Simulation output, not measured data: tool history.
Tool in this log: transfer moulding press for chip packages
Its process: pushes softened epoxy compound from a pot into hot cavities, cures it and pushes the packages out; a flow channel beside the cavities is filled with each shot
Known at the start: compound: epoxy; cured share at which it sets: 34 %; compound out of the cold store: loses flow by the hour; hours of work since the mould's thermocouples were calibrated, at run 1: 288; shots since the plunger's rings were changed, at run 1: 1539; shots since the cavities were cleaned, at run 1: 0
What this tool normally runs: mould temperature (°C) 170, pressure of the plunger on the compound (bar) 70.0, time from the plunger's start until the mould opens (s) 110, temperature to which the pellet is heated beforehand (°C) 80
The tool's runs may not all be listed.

run	hour	mould temperature (°C)	pressure of the plunger on the compound (bar)	time from the plunger's start until the mould opens (s)	temperature to which the pellet is heated beforehand (°C)	hours of work since the mould's thermocouples were calibrated	shots since the plunger's rings were changed	shots since the cavities were cleaned	incoming compound's hours out of the cold store	length that the compound runs in the flow channel (mm)	greatest force on the pins that push the packages out (N)
1	0.0	170	70.0	110	80	288	1539	0	34.1	667	267
2	16.2	170	70.0	110	80	300	1726	187	15.0	702	385
3	37.8	170	70.0	110	80	315	1974	435	17.9	678	484
4	53.0	170	70.0	120	80	326	2149	610	38.5	648	462
5	68.1	164	70.0	110	80	337	2321	782	26.7	694	768
# hour 77.5: cavities cleaned with cleaning compound and waxed
6	90.0	164	70.0	110	80	351	2556	143	46.1	656	867
7	102.9	164	70.0	110	80	360	2705	292	32.8	673	877
8	124.4	170	70.0	110	88	376	2951	538	27.0	664	634
9	143.8	170	70.0	110	80	389	3175	762	29.0	663	607
# hour 154.5: cavities cleaned with cleaning compound and waxed
10	158.4	170	70.0	110	80	399	3325	45	37.1	647	306
# hour 168.5: cavities cleaned with cleaning compound and waxed, once more
11	180.1	170	70.0	110	80	413	3557	133	32.2	656	368
12	198.0	163	70.0	110	80	426	3763	339	37.6	648	652
13	214.0	163	70.0	110	80	437	3947	523	20.8	682	770
14	225.3	170	68.3	110	80	445	4077	653	23.1	646	535
# hour 245.5: cavities cleaned with cleaning compound and waxed
15	247.2	170	68.3	93	80	460	4312	20	38.9	633	402
16	267.2	169	58.8	121	80	474	4541	249	36.7	593	384
17	277.5	174	58.8	121	80	481	4659	367	31.1	584	397
18	287.2	174	81.7	140	80	488	4771	479	17.5	707	404
19	301.9	174	81.7	140	80	499	4939	647	10.3	718	415
# hour 322.2: cavities cleaned with cleaning compound and waxed
20	323.0	174	81.7	99	80	512	5165	9	23.9	690	287
# hour 337.0: plunger's sealing rings changed
21	346.6	170	79.3	110	84	527	110	251	37.3	718	404
22	361.1	173	73.2	110	74	538	277	418	30.0	700	427
23	375.8	173	62.8	126	85	548	446	587	37.0	624	436
24	387.0	175	57.8	118	80	556	575	716	46.8	592	466
25	397.2	175	57.8	118	80	563	692	833	40.5	599	457
# hour 401.4: cavities cleaned with cleaning compound and waxed
26	409.3	172	70.0	110	87	571	813	90	9.6	711	312
27	424.1	170	59.6	113	80	581	983	260	31.9	622	396

Below are 4 alternative next runs, each starting from the tool's condition after run 27. Predict each:
A	440.7	177	59.6	113	80	593	1175	452	26.8	?	?
B	440.7	177	70.0	118	82	593	1175	452	15.0	?	?
C	440.7	167	59.6	102	80	593	1175	452	43.6	?	?
D	440.7	175	70.0	110	80	593	1175	452	34.3	?	?

run	length that the compound runs in the flow channel (mm)	greatest force on the pins that push the packages out (N)
A	612	397
B	679	398
C	618	628
D	656	408
What these runs would have given with no unlogged condition in the tool:
run	length that the compound runs in the flow channel (mm)	greatest force on the pins that push the packages out (N)
A	620	236
B	688	234
C	625	339
D	665	240
